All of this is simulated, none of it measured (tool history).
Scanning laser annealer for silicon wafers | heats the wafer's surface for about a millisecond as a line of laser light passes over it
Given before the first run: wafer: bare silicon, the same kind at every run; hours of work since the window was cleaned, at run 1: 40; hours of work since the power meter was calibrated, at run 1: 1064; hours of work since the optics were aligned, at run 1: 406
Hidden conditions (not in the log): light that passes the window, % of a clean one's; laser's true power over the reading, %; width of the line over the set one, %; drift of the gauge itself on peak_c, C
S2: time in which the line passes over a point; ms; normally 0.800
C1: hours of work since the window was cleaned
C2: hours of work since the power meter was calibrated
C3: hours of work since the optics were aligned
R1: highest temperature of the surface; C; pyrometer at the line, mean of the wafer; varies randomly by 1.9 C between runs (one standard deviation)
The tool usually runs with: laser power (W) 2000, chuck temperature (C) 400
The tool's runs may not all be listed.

Run 1, hour 0.0: usual settings; C1 40; C2 1064; C3 406. Result: R1 1100 C.
Run 2, hour 75.8: usual settings; C1 95; C2 1119; C3 461. Result: R1 1091 C.
Run 3, hour 126.2: usual settings but chuck temperature (C) 361; C1 132; C2 1155; C3 498. Result: R1 1051 C.
Run 4, hour 171.8: usual settings but S2 0.712 ms; C1 165; C2 1188; C3 531. Result: R1 1043 C.
Run 5, hour 208.7: usual settings; C1 192; C2 1215; C3 557. Result: R1 1088 C.
Run 6, hour 276.3: usual settings; C1 241; C2 1264; C3 606. Result: R1 1081 C.
Run 7, hour 338.8: usual settings but chuck temperature (C) 413; C1 286; C2 1309; C3 652. Result: R1 1092 C.
Run 8, hour 381.8: usual settings but chuck temperature (C) 413; C1 317; C2 1340; C3 683. Result: R1 1092 C.
Run 9, hour 434.6: usual settings but S2 0.937 ms; C1 355; C2 1379; C3 721. Result: R1 1140 C.
Run 10, hour 495.6: usual settings but laser power (W) 2001, S2 0.937 ms; C1 400; C2 1423; C3 765. Result: R1 1130 C.
At hour 535.4: window over the wafer cleaned.
Run 11, hour 558.2: usual settings but laser power (W) 2001, S2 0.862 ms; C1 17; C2 1467; C3 809. Result: R1 1125 C.
Run 12, hour 603.7: usual settings; C1 49; C2 1500; C3 842. Result: R1 1093 C.
Run 13, hour 639.1: usual settings; C1 75; C2 1525; C3 868. Result: R1 1093 C.
Run 14, hour 716.9: usual settings; C1 132; C2 1582; C3 924. Result: R1 1087 C.
Run 15, hour 777.3: usual settings but chuck temperature (C) 422; C1 175; C2 1626; C3 968. Result: R1 1107 C.
Run 16, hour 855.0: usual settings but chuck temperature (C) 422; C1 232; C2 1682; C3 1024. Result: R1 1102 C.
Run 17, hour 892.1: usual settings but chuck temperature (C) 422; C1 259; C2 1709; C3 1051. Result: R1 1103 C.
Run 18, hour 934.4: usual settings but chuck temperature (C) 422; C1 289; C2 1739; C3 1082. Result: R1 1100 C.
Run 19, hour 1010.0: usual settings but chuck temperature (C) 422; C1 344; C2 1794; C3 1137. Result: R1 1091 C.
Run 20, hour 1043.9: usual settings but chuck temperature (C) 422; C1 369; C2 1819; C3 1161. Result: R1 1095 C.
At hour 1126.3: window over the wafer cleaned.
Run 21, hour 1126.3: usual settings but chuck temperature (C) 422; C1 0; C2 1877; C3 1220. Result: R1 1119 C.
Run 22, hour 1170.3: usual settings but laser power (W) 1904, S2 0.961 ms, chuck temperature (C) 422; C1 32; C2 1909; C3 1251. Result: R1 1151 C.
Run 23, hour 1210.3: usual settings but laser power (W) 1903, chuck temperature (C) 414; C1 61; C2 1938; C3 1280. Result: R1 1070 C.
Run 24, hour 1244.8: usual settings but laser power (W) 1806, chuck temperature (C) 387; C1 86; C2 1963; C3 1305. Result: R1 1002 C.
At hour 1266.6: optics aligned, line set to its width.
Run 25, hour 1317.0: usual settings but laser power (W) 1821, S2 0.950 ms, chuck temperature (C) 422; C1 135; C2 2012; C3 37. Result: R1 1102 C.
Run 26, hour 1359.9: usual settings but laser power (W) 1821, S2 0.950 ms, chuck temperature (C) 422; C1 166; C2 2043; C3 68. Result: R1 1101 C.
Run 27, hour 1428.4: usual settings but S2 0.740 ms; C1 215; C2 2092; C3 117. Result: R1 1046 C.
At hour 1438.3: optics aligned, line set to its width, once more.
Run 28, hour 1510.0: usual settings but S2 0.740 ms; C1 271; C2 2148; C3 52. Result: R1 1062 C.
Run 29, hour 1562.5: usual settings but laser power (W) 1974, S2 0.952 ms, chuck temperature (C) 422; C1 309; C2 2186; C3 90. Result: R1 1168 C.
Run 30, hour 1603.5: usual settings but laser power (W) 2145; C1 339; C2 2216; C3 120. Result: R1 1141 C.
Run 31, hour 1669.1: usual settings but laser power (W) 2145; C1 386; C2 2263; C3 167. Result: R1 1137 C.
At hour 1723.3: window over the wafer cleaned.
Run 32, hour 1736.0: usual settings but laser power (W) 2145; C1 9; C2 2310; C3 214. Result: R1 1161 C.
Run 33, hour 1790.8: usual settings but laser power (W) 2145; C1 49; C2 2350; C3 254. Result: R1 1160 C.
Run 34, hour 1861.2: usual settings but laser power (W) 1915, S2 0.664 ms, chuck temperature (C) 376; C1 100; C2 2401; C3 305. Result: R1 975 C.
Run 35, hour 1901.0: usual settings but laser power (W) 2057, S2 0.637 ms, chuck temperature (C) 424; C1 129; C2 2430; C3 334. Result: R1 1057 C.
Run 36, hour 1956.1: usual settings but laser power (W) 1739, S2 0.966 ms, chuck temperature (C) 395; C1 169; C2 2470; C3 374. Result: R1 1054 C.
Run 37, hour 2021.3: usual settings but laser power (W) 2122, S2 0.966 ms, chuck temperature (C) 393; C1 216; C2 2517; C3 421. Result: R1 1215 C.
Run 38, hour 2081.6: usual settings but laser power (W) 1789; C1 260; C2 2561; C3 465. Result: R1 1007 C.
Run 39, hour 2137.1: usual settings but laser power (W) 1789; C1 300; C2 2601; C3 505. Result: R1 1001 C.
Run 40, hour 2194.0: usual settings but S2 0.992 ms; C1 341; C2 2642; C3 546. Result: R1 1168 C.

Some steps in R1, run to run, broken into two amounts with sign: the step expected even without the hidden condition (settings, incoming material, random variation), and the rest, left for the hidden condition together with whatever gauge scatter is not in both the measured and the hidden-condition-free result:
Run 10 -> 11: S2 0.937 -> 0.862, window over the wafer cleaned. R1 -5 C: hidden state +27, all else -32.
Run 20 -> 21: window over the wafer cleaned. R1 +24 C: hidden state +26, all else -2.
Run 31 -> 32: window over the wafer cleaned. R1 +24 C: hidden state +26, all else -2.
Run 33 -> 34: laser power (W) 2145 -> 1915, S2 0.800 -> 0.664, chuck temperature (C) 400 -> 376. R1 -185 C: hidden state -3, all else -182.
Run 37 -> 38: laser power (W) 2122 -> 1789, S2 0.966 -> 0.800, chuck temperature (C) 393 -> 400. R1 -208 C: hidden state +0, all else -208.
Run 39 -> 40: laser power (W) 1789 -> 2000, S2 0.800 -> 0.992. R1 +167 C: hidden state -8, all else +175.

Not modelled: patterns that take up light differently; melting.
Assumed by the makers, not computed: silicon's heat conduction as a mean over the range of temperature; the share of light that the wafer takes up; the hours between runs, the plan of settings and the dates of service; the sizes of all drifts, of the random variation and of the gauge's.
